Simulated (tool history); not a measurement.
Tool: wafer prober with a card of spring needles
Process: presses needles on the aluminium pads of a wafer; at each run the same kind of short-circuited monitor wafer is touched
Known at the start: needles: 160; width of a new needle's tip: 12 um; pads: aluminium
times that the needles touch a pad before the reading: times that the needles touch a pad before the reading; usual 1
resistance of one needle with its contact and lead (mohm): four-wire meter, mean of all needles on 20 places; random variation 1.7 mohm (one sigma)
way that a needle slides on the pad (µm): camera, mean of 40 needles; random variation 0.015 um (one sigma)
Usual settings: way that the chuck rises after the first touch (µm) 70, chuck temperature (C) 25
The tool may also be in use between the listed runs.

run	hour	way that the chuck rises after the first touch (µm)	chuck temperature (C)	times that the needles touch a pad before the reading	resistance of one needle with its contact and lead (mohm)	way that a needle slides on the pad (µm)
1	0	70	25	1	167	18.8
# hour 4.4: tips cleaned on abrasive film
2	9.4	70	25	1	165	18.78
3	26.1	70	25	1	169	18.79
# hour 30.4: tips cleaned on abrasive film
4	35.6	70	31	1	168	18.78
5	45.3	70	31	1	166	18.79
6	55	70	25	2	168	18.78
# hour 56.5: tips cleaned on abrasive film
7	62.7	70	25	1	168	18.78
8	74	70	73	1	177	18.78
# hour 83.1: tips cleaned on abrasive film
9	87.9	51	73	1	180	13.67
10	96.2	51	73	1	180	13.68
# hour 100.7: height of the first contact set anew
11	104.6	70	25	1	166	18.8
# hour 110: tips cleaned on abrasive film
12	112.5	70	25	1	171	18.78
13	128.2	70	25	1	169	18.8
# hour 136.3: tips cleaned on abrasive film
14	144.2	70	25	1	165	18.81
15	158.3	70	25	2	166	18.81
# hour 163.1: tips cleaned on abrasive film
16	172.8	70	25	2	169	18.81
17	187.7	70	25	2	166	18.78
# hour 189.4: tips cleaned on abrasive film
18	195.8	70	56	1	171	18.79
19	211.3	70	56	1	176	18.79
# hour 216.3: tips cleaned on abrasive film
20	228.3	70	62	3	173	18.77
# hour 243: tips cleaned on abrasive film
21	244.7	70	62	3	174	18.76
22	253.1	70	101	2	180	18.8
23	267.9	70	97	1	177	18.8
# hour 269.6: tips cleaned on abrasive film
24	284.2	70	97	1	182	18.77
25	295	70	97	1	180	18.77
# hour 296.2: tips cleaned on abrasive film
26	303.2	88	97	1	182	23.59
27	312.9	64	45	2	169	17.16
# hour 322.6: tips cleaned on abrasive film
28	325.9	64	45	2	170	17.17
29	336.5	64	45	2	171	17.18
# hour 349.3: tips cleaned on abrasive film
30	352.8	70	86	3	180	18.78

Forecast each of these 4 alternatives for the next run:
# hour 359.3: height of the first contact set anew
A	370.1	51	98	2	?	?
# hour 359.3: height of the first contact set anew
B	370.1	53	45	1	?	?
# hour 359.3: height of the first contact set anew
C	370.1	80	53	1	?	?
# hour 359.3: height of the first contact set anew
D	370.1	70	29	1	?	?

run	resistance of one needle with its contact and lead (mohm)	way that a needle slides on the pad (µm)
A	188	13.7
B	174	14.25
C	171	21.47
D	166	18.77
Without the tool's hidden state the same runs would have given:
run	resistance of one needle with its contact and lead (mohm)	way that a needle slides on the pad (µm)
A	187	13.7
B	173	14.25
C	170	21.47
D	165	18.77
